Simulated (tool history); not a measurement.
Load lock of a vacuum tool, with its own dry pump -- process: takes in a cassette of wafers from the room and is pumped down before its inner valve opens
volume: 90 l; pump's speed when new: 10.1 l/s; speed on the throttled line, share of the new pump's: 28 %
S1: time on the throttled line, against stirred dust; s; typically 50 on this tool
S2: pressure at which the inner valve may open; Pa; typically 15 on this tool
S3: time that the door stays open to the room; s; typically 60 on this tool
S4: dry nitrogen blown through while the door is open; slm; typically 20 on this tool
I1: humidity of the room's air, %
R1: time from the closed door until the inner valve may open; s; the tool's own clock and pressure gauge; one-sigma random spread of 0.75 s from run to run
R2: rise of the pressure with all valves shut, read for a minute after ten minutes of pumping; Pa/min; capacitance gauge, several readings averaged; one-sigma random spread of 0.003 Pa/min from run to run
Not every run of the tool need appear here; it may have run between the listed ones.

| run | hour | S1 | S2 | S3 | S4 | I1 | R1 | R2 |
|---|---|---|---|---|---|---|---|---|
| 1 | 0.0 | 50 | 15 | 60 | 20 | 46.6 | 128.6 | 0.065 |
| 2 | 71.9 | 50 | 15 | 60 | 20 | 45.3 | 127.0 | 0.063 |
| 3 | 157.9 | 50 | 15 | 60 | 20 | 47.5 | 126.6 | 0.066 |
| 4 | 232.6 | 50 | 15 | 60 | 20 | 47.5 | 128.3 | 0.066 |
| 5 | 315.5 | 50 | 15 | 237 | 20 | 40.5 | 127.0 | 0.074 |
| 6 | 380.4 | 50 | 15 | 237 | 20 | 46.9 | 127.1 | 0.082 |
| 7 | 480.9 | 50 | 15 | 237 | 20 | 40.9 | 127.5 | 0.072 |
| 8 | 561.4 | 50 | 15 | 101 | 20 | 47.0 | 127.2 | 0.077 |
| 9 | 608.3 | 50 | 15 | 101 | 20 | 48.5 | 127.6 | 0.072 |
| 10 | 674.6 | 50 | 15 | 101 | 20 | 44.2 | 126.5 | 0.075 |
| 11 | 740.2 | 50 | 15 | 101 | 20 | 45.9 | 128.6 | 0.077 |
| 12 | 785.8 | 50 | 15 | 101 | 20 | 44.7 | 128.5 | 0.076 |
| 13 | 831.1 | 50 | 15 | 101 | 20 | 46.3 | 127.7 | 0.079 |
| 14 | 892.7 | 27 | 15 | 101 | 20 | 46.4 | 112.0 | 0.078 |
| 15 | 950.7 | 50 | 20 | 60 | 20 | 44.9 | 124.4 | 0.083 |
| 16 | 1009.0 | 34 | 11 | 235 | 26 | 44.7 | 120.0 | 0.085 |
| 17 | 1088.0 | 34 | 11 | 64 | 12 | 43.4 | 120.5 | 0.082 |
| 18 | 1159.4 | 31 | 11 | 28 | 12 | 45.0 | 119.1 | 0.076 |
| 19 | 1206.2 | 89 | 12 | 52 | 6 | 44.9 | 156.9 | 0.084 |
| 20 | 1283.2 | 89 | 12 | 52 | 6 | 43.7 | 157.7 | 0.085 |
| 21 | 1385.9 | 35 | 18 | 33 | 6 | 43.9 | 116.2 | 0.087 |
| 22 | 1451.0 | 40 | 26 | 235 | 20 | 46.5 | 117.9 | 0.095 |
| 23 | 1515.4 | 40 | 26 | 235 | 20 | 48.8 | 117.4 | 0.096 |
| 24 | 1585.7 | 40 | 26 | 235 | 20 | 46.6 | 116.3 | 0.100 |
| 25 | 1628.9 | 40 | 26 | 235 | 20 | 42.7 | 115.1 | 0.094 |
| 26 | 1707.2 | 40 | 16 | 44 | 20 | 46.6 | 122.8 | 0.086 |
| 27 | 1760.8 | 40 | 16 | 44 | 20 | 45.2 | 124.3 | 0.086 |
| 28 | 1863.9 | 50 | 15 | 50 | 8 | 41.7 | 130.0 | 0.095 |
| 29 | 1960.8 | 70 | 13 | 41 | 20 | 45.8 | 145.5 | 0.087 |
| 30 | 2031.8 | 72 | 17 | 148 | 5 | 46.8 | 141.1 | 0.120 |

Some steps in R1 between neighbouring runs. How much of each would the tool show without its hidden state too (settings, what came in, random variation), and how much is left for the hidden state, with any gauge scatter that isn't in both results?
The hidden state here: pump's speed, % of a new pump's; leak at the door's seal, Pa l/s; drift of the gauge itself on ready_s, %; drift of the gauge itself on rise_pa_min, %.
Run 13 -> 14: S1 50 -> 27. R1 -15.7 s: hidden state +1.4, all else -17.1.
Run 15 -> 16: S1 50 -> 34, S2 20 -> 11, S3 60 -> 235, S4 20 -> 26. R1 -4.4 s: hidden state +1.7, all else -6.1.
Run 18 -> 19: S1 31 -> 89, S2 11 -> 12, S3 28 -> 52, S4 12 -> 6. R1 +37.8 s: hidden state -3.5, all else +41.3.
Run 20 -> 21: S1 89 -> 35, S2 12 -> 18, S3 52 -> 33. R1 -41.5 s: hidden state +2.6, all else -44.1.
